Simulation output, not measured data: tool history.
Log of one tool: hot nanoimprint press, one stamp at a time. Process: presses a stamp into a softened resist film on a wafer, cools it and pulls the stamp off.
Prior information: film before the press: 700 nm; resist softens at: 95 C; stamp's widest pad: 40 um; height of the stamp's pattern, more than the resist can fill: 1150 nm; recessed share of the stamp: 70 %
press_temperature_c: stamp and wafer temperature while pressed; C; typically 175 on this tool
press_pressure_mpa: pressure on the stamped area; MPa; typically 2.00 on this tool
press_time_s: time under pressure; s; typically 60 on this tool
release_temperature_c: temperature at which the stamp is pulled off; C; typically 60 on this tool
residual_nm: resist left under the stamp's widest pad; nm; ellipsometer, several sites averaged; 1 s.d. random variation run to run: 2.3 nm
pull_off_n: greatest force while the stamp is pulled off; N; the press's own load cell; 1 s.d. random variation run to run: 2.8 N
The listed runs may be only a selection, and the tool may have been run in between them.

| run | hour | press_temperature_c | press_pressure_mpa | press_time_s | release_temperature_c | residual_nm | pull_off_n |
|---|---|---|---|---|---|---|---|
| 1 | 0.0 | 175 | 2.00 | 60 | 60 | 372.9 | 127 |
| 2 | 53.9 | 175 | 2.00 | 60 | 60 | 373.4 | 135 |
|  | 111.6 | press's hydraulic seals changed and the load cell set to zero |
| 3 | 113.1 | 175 | 2.00 | 60 | 60 | 363.3 | 139 |
| 4 | 156.3 | 175 | 2.00 | 60 | 60 | 364.7 | 142 |
| 5 | 184.8 | 175 | 2.00 | 60 | 60 | 358.6 | 143 |
| 6 | 211.3 | 175 | 2.00 | 60 | 60 | 359.0 | 146 |
| 7 | 243.9 | 175 | 2.00 | 60 | 60 | 362.8 | 152 |
|  | 258.2 | stamp cleaned and given a new release coat |
| 8 | 290.2 | 175 | 2.00 | 60 | 60 | 358.1 | 127 |
| 9 | 326.8 | 175 | 2.00 | 60 | 60 | 360.5 | 131 |
| 10 | 379.8 | 181 | 2.00 | 60 | 60 | 284.9 | 134 |
| 11 | 440.6 | 186 | 2.27 | 42 | 63 | 256.8 | 140 |
| 12 | 489.3 | 186 | 1.75 | 74 | 63 | 233.1 | 138 |
|  | 507.1 | stamp cleaned and given a new release coat |
| 13 | 529.6 | 176 | 1.53 | 47 | 55 | 412.6 | 136 |
|  | 552.8 | plate thermocouple calibrated |
| 14 | 575.8 | 176 | 3.13 | 47 | 55 | 317.5 | 148 |
| 15 | 607.1 | 176 | 3.13 | 47 | 55 | 319.1 | 147 |
| 16 | 642.4 | 184 | 3.13 | 31 | 55 | 276.1 | 151 |
| 17 | 688.6 | 185 | 3.03 | 34 | 52 | 259.1 | 164 |
| 18 | 747.9 | 176 | 2.00 | 60 | 60 | 357.0 | 147 |
|  | 757.9 | stamp cleaned and given a new release coat |
| 19 | 794.1 | 176 | 1.24 | 60 | 58 | 435.7 | 141 |

Consider 3 possible next runs. They are alternatives, not a sequence: every one starts from the tool as it was left by run 19. What does each give?
| A | 841.1 | 183 | 1.24 | 60 | 58 | ? | ? |
| B | 841.1 | 176 | 2.00 | 60 | 46 | ? | ? |
| C | 841.1 | 185 | 1.69 | 60 | 58 | ? | ? |

| run | residual_nm | pull_off_n |
|---|---|---|
| A | 345.1 | 138 |
| B | 351.7 | 166 |
| C | 280.2 | 141 |
Without the tool's hidden state the same runs would have given:
| run | residual_nm | pull_off_n |
|---|---|---|
| A | 353.2 | 133 |
| B | 359.5 | 160 |
| C | 286.6 | 136 |
